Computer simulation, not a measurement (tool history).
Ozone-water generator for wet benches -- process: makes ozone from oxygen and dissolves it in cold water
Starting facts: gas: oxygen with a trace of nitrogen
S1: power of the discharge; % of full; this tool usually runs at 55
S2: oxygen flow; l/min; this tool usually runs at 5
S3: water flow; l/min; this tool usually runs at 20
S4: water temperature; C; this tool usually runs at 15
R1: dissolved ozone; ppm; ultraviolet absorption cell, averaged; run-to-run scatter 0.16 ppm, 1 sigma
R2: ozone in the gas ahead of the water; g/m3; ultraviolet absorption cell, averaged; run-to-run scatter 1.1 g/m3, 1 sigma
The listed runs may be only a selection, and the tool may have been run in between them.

run 1 hour=0 | S1=55 S2=5 S3=20 S4=15 | R1=21 R2=189.7
run 2 hour=22.1 | S1=55 S2=5 S3=20 S4=15 | R1=21.2 R2=188.6
run 3 hour=53.1 | S1=55 S2=5 S3=14 S4=15 | R1=28.2 R2=189.7
run 4 hour=65.7 | S1=55 S2=5 S3=14 S4=15 | R1=27.7 R2=190.3
run 5 hour=83.4 | S1=55 S2=5 S3=20 S4=22 | R1=19.1 R2=191.3
run 6 hour=106.6 | S1=74 S2=5 S3=20 S4=22 | R1=22.6 R2=226.7
run 7 hour=125 | S1=55 S2=5 S3=20 S4=15 | R1=21.2 R2=190.2
run 8 hour=150.2 | S1=55 S2=5 S3=20 S4=15 | R1=21.4 R2=192.6
run 9 hour=177.7 | S1=85 S2=5 S3=20 S4=15 | R1=27.8 R2=249
run 10 hour=196.2 | S1=55 S2=5 S3=20 S4=20 | R1=20 R2=192.9
run 11 hour=210.6 | S1=55 S2=5 S3=20 S4=15 | R1=21.1 R2=192.3
run 12 hour=229.2 | S1=55 S2=5 S3=20 S4=15 | R1=21.4 R2=189.6
run 13 hour=243.7 | S1=55 S2=3.98 S3=20 S4=15 | R1=20.6 R2=213.8
run 14 hour=269.1 | S1=55 S2=3.98 S3=20 S4=15 | R1=20.3 R2=215
run 15 hour=285.3 | S1=55 S2=3.98 S3=20 S4=15 | R1=20.8 R2=217.3
run 16 hour=309.1 | S1=62 S2=3.86 S3=20 S4=15 | R1=21.9 R2=232.2
run 17 hour=333.2 | S1=62 S2=3.86 S3=20 S4=15 | R1=21.9 R2=235.7
run 18 hour=346.9 | S1=62 S2=3.86 S3=20 S4=15 | R1=22 R2=234.6
run 19 hour=369.8 | S1=90 S2=5 S3=14 S4=15 | R1=37.7 R2=259.1
run 20 hour=389.8 | S1=55 S2=5 S3=13 S4=15 | R1=29.7 R2=192.6
run 21 hour=407.3 | S1=100 S2=3.12 S3=19 S4=17 | R1=29.1 R2=351.4
run 22 hour=425.1 | S1=51 S2=4.23 S3=32 S4=15 | R1=12.4 R2=201.4
run 23 hour=448.5 | S1=51 S2=4.23 S3=32 S4=15 | R1=12.5 R2=200.6
run 24 hour=462.1 | S1=51 S2=4.23 S3=32 S4=15 | R1=12.6 R2=199.4
run 25 hour=489.4 | S1=66 S2=5.74 S3=14 S4=11 | R1=32.9 R2=202.6
run 26 hour=502.3 | S1=55 S2=5 S3=15 S4=8 | R1=29.5 R2=193.3
run 27 hour=529.4 | S1=55 S2=5 S3=15 S4=8 | R1=29.5 R2=195.9
run 28 hour=547.2 | S1=55 S2=5 S3=15 S4=8 | R1=29.7 R2=195.9
run 29 hour=577.4 | S1=52 S2=4.92 S3=16 S4=15 | R1=24.3 R2=190.8

Predict each of these 3 candidate next runs independently; none follows another, all start after run 29:
-- hour=605.5 gauge calibrated
run A hour=606.7 | S1=55 S2=5 S3=13 S4=15 | R1=? R2=?
-- hour=605.5 gauge calibrated
run B hour=606.7 | S1=52 S2=4.92 S3=16 S4=7 | R1=? R2=?
-- hour=605.5 gauge calibrated
run C hour=606.7 | S1=88 S2=5.02 S3=15 S4=15 | R1=? R2=?

run=A R1=29.5 R2=189.9
run=B R1=27.3 R2=185.4
run=C R1=35.1 R2=251.1
With no hidden state in the tool, these same runs would have given:
run=A R1=29.5 R2=189.9
run=B R1=27.3 R2=185.4
run=C R1=35.1 R2=251.2
